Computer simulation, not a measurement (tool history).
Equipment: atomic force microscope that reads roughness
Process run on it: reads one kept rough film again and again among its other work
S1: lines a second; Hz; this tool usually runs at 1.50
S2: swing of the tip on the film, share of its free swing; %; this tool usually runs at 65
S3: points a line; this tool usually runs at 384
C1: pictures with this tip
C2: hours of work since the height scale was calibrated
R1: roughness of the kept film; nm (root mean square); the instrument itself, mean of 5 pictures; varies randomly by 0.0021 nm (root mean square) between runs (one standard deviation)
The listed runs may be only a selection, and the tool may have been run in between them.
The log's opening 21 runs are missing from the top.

{"run": 22, "day": 45.717, "S1": 1.5, "S2": 88, "S3": 384, "C1": 335, "C2": 1547, "R1": 1.094}
{"day": 45.896, "done": "height scale calibrated on a step standard"}
{"run": 23, "day": 47.446, "S1": 1.14, "S2": 65, "S3": 384, "C1": 394, "C2": 19, "R1": 1.246}
{"day": 47.738, "done": "new tip fitted"}
{"run": 24, "day": 50.533, "S1": 1.14, "S2": 65, "S3": 384, "C1": 98, "C2": 56, "R1": 1.266}
{"run": 25, "day": 53.638, "S1": 3.14, "S2": 65, "S3": 384, "C1": 207, "C2": 94, "R1": 1.177}
{"run": 26, "day": 55.425, "S1": 1.5, "S2": 65, "S3": 750, "C1": 270, "C2": 115, "R1": 1.241}
{"run": 27, "day": 56.975, "S1": 1.27, "S2": 73, "S3": 272, "C1": 324, "C2": 134, "R1": 1.213}
{"day": 57.979, "done": "height scale calibrated on a step standard, once more"}
{"run": 28, "day": 58.962, "S1": 0.83, "S2": 87, "S3": 508, "C1": 393, "C2": 12, "R1": 1.169}
{"day": 59.267, "done": "new tip fitted"}
{"run": 29, "day": 61.604, "S1": 0.83, "S2": 87, "S3": 508, "C1": 83, "C2": 44, "R1": 1.189}
{"run": 30, "day": 63.075, "S1": 3.25, "S2": 63, "S3": 384, "C1": 134, "C2": 62, "R1": 1.179}

Forecast run 31:
{"run": 31, "day": 64.804, "S1": 0.94, "S2": 72, "S3": 471, "C1": 195, "C2": 82, "R1": "?"}

R1: 1.231 nm (root mean square)
Take away the tool's hidden state, keep the run-to-run variation as it was, and the same run would have given R1 1.247 nm (root mean square).

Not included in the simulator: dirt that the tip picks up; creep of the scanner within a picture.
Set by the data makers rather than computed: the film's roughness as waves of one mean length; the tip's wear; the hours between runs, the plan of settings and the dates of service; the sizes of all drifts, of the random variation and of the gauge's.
